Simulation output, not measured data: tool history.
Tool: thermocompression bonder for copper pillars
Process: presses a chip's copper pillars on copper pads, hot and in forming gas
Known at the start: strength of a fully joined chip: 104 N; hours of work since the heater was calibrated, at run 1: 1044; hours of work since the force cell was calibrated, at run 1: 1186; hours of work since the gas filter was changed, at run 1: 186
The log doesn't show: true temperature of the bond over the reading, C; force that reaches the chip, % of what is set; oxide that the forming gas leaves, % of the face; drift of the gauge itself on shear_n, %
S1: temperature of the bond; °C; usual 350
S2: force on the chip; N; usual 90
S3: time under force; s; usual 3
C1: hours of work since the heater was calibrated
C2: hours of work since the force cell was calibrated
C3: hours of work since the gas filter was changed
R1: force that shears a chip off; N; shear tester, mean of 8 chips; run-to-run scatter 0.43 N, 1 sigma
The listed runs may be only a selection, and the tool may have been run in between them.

run    hour   S1   S2  S3    C1    C2   C3    R1
  1       0  350   90   3  1044  1186  186  60.2
  2    84.6  350   90   3  1095  1237  237  58.8
  3   144.2  350   90   3  1131  1273  273  58.3
  4   213.5  350   90   3  1173  1315  315  57.6
  5   269.2  350   90   3  1207  1349  349  57.1
  6   328.6  350   71   3  1243  1385  385  50.1
      407.2  -- forming gas filter changed
  7   415.5  350   71   3  1295  1437    5  55.4
  8   473.6  350   71   3  1330  1473   40    55
  9   560.6  374   71   3  1383  1525   93  63.4
 10   607.4  374   71   3  1412  1554  121    63
 11   655.8  350   90   3  1441  1583  151  59.3
      691.1  -- force cell calibrated
 12   706.4  350   90   3  1471     9  181  57.8
 13   787.1  350   90   3  1520    58  229  57.2
 14   838.4  350   90   3  1551    89  261  57.1
 15   895.9  350   90   3  1586   124  295  56.2
 16   940.9  350   90   3  1613   152  323  56.3
 17   996.9  350   73   3  1647   185  357  49.3
 18  1039.4  350   73   5  1673   211  382  57.9
 19  1080.5  350   90   6  1698   236  407  66.3
     1120.7  -- forming gas filter changed
 20  1131.4  350   90   6  1728   267    7  74.8
 21    1172  375  123   7  1753   291   31  90.9
     1216.1  -- heater calibrated with a thermocouple chip
 22  1219.4  359   70   3     2   319   59  59.3
 23  1287.5  350   90   2    43   360  100  55.1
 24  1330.7  360   98   2    69   386  126  60.8

What does the tool deliver on the next run?
 25  1412.5  335  98   2  119  436  176   ?

Logged for run 25: R1 49.8 N.
With no hidden state in the tool, this same run would have given R1 52.4 N.
